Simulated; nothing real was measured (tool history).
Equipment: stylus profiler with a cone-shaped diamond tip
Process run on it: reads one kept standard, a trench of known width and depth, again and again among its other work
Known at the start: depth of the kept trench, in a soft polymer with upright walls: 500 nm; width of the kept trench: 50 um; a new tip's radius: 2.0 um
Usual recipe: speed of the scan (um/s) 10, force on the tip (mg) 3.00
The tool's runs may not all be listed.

run,day,speed of the scan (um/s),force on the tip (mg),depth of the trench (Å),width of the trench's floor (µm)
1,0.000,10,3.00,5052.4,47.00
2,2.404,10,3.00,5054.8,46.99
3,4.225,10,3.00,5056.7,46.96
4,6.525,10,3.00,5056.3,46.94
5,9.554,10,3.00,5057.2,47.00
6,11.204,10,3.00,5055.8,46.85
7,13.012,10,3.00,5057.7,46.90
8,16.375,10,3.00,5059.1,46.89
9,18.029,10,2.50,5054.0,46.82
10,19.600,10,2.50,5053.1,46.78
11,22.792,10,2.50,5056.2,46.82
12,25.654,36,2.68,5055.8,46.73
13,28.596,6,7.83,5103.4,46.75
14,31.475,6,7.83,5106.1,46.75
15,34.838,10,2.62,5060.0,46.71
16,37.104,10,2.62,5059.6,46.69
17,39.483,10,2.62,5061.3,46.61
18,41.442,10,1.19,5043.7,46.60
19,43.692,10,1.19,5045.9,46.57
20,46.467,36,1.76,5050.7,46.49
21,50.046,36,1.76,5054.7,46.45

Consider 3 possible next runs. They are alternatives, not a sequence: every one starts from the tool as it was left by run 21. What does each give?
A,52.429,3,1.84,?,?
B,52.429,10,8.53,?,?
C,52.429,35,2.93,?,?

run,depth of the trench (Å),width of the trench's floor (µm)
A,5056.2,46.56
B,5116.1,46.49
C,5065.4,46.47
Stripped of hidden state, with their random variation kept, the same runs would have yielded:
run,depth of the trench (Å),width of the trench's floor (µm)
A,5035.4,47.35
B,5095.0,47.28
C,5044.5,47.26

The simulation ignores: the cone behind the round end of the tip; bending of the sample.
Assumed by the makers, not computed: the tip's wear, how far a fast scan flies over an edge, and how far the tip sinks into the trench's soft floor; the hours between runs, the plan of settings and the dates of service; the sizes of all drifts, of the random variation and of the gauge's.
